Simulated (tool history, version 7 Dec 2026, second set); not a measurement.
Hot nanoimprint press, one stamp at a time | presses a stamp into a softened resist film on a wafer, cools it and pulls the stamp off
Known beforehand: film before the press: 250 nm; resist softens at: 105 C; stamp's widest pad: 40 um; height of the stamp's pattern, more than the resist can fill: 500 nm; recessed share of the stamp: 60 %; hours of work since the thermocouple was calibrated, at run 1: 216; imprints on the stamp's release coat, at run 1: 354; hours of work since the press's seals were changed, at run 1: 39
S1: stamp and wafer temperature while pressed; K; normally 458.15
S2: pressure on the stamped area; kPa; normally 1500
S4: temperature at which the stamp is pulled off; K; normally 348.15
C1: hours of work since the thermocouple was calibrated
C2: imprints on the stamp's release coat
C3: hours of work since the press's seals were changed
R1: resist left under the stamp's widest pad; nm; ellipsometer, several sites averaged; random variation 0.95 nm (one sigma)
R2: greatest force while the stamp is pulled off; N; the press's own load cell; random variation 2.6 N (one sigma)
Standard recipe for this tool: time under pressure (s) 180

{"run": 1, "day": 0.0, "S1": 458.15, "S2": 1500, "time under pressure (s)": 180, "S4": 348.15, "C1": 216, "C2": 354, "C3": 39, "R1": 137.6, "R2": 136}
{"run": 2, "day": 0.288, "S1": 458.15, "S2": 1500, "time under pressure (s)": 180, "S4": 348.15, "C1": 219, "C2": 377, "C3": 43, "R1": 139.1, "R2": 138}
{"run": 3, "day": 0.783, "S1": 458.15, "S2": 1500, "time under pressure (s)": 180, "S4": 348.15, "C1": 226, "C2": 417, "C3": 49, "R1": 137, "R2": 141}
{"day": 0.933, "done": "plate thermocouple calibrated"}
{"run": 4, "day": 1.254, "S1": 449.15, "S2": 1500, "time under pressure (s)": 180, "S4": 348.15, "C1": 4, "C2": 445, "C3": 54, "R1": 181, "R2": 138}
{"run": 5, "day": 1.508, "S1": 449.15, "S2": 1500, "time under pressure (s)": 180, "S4": 348.15, "C1": 7, "C2": 466, "C3": 57, "R1": 183.6, "R2": 146}
{"run": 6, "day": 1.779, "S1": 454.15, "S2": 1590, "time under pressure (s)": 303, "S4": 348.15, "C1": 11, "C2": 487, "C3": 60, "R1": 132.4, "R2": 145}
{"day": 2.129, "done": "plate thermocouple calibrated, once more"}
{"run": 7, "day": 2.338, "S1": 466.15, "S2": 1500, "time under pressure (s)": 326, "S4": 348.15, "C1": 3, "C2": 522, "C3": 66, "R1": 83.5, "R2": 140}
{"run": 8, "day": 2.829, "S1": 466.15, "S2": 1610, "time under pressure (s)": 166, "S4": 348.15, "C1": 9, "C2": 562, "C3": 72, "R1": 102.5, "R2": 145}
{"run": 9, "day": 3.058, "S1": 466.15, "S2": 1610, "time under pressure (s)": 166, "S4": 350.15, "C1": 12, "C2": 580, "C3": 75, "R1": 102.4, "R2": 136}
{"run": 10, "day": 3.521, "S1": 466.15, "S2": 1610, "time under pressure (s)": 166, "S4": 350.15, "C1": 18, "C2": 617, "C3": 81, "R1": 103.4, "R2": 136}

Below are 3 alternative next runs, each starting from the tool's condition after run 10. Predict each:
{"run": "A", "day": 3.746, "S1": 467.15, "S2": 1400, "time under pressure (s)": 166, "S4": 353.15, "C1": 21, "C2": 635, "C3": 84, "R1": "?", "R2": "?"}
{"run": "B", "day": 3.746, "S1": 453.15, "S2": 1610, "time under pressure (s)": 166, "S4": 336.15, "C1": 21, "C2": 635, "C3": 84, "R1": "?", "R2": "?"}
{"run": "C", "day": 3.746, "S1": 466.15, "S2": 1470, "time under pressure (s)": 268, "S4": 334.15, "C1": 21, "C2": 635, "C3": 84, "R1": "?", "R2": "?"}

run=A R1=107.6 R2=132
run=B R1=156.3 R2=183
run=C R1=91.2 R2=196
With the hidden condition removed and each run's random variation left untouched, the same runs would have given:
run=A R1=107.3 R2=110
run=B R1=155.9 R2=153
run=C R1=90.9 R2=164
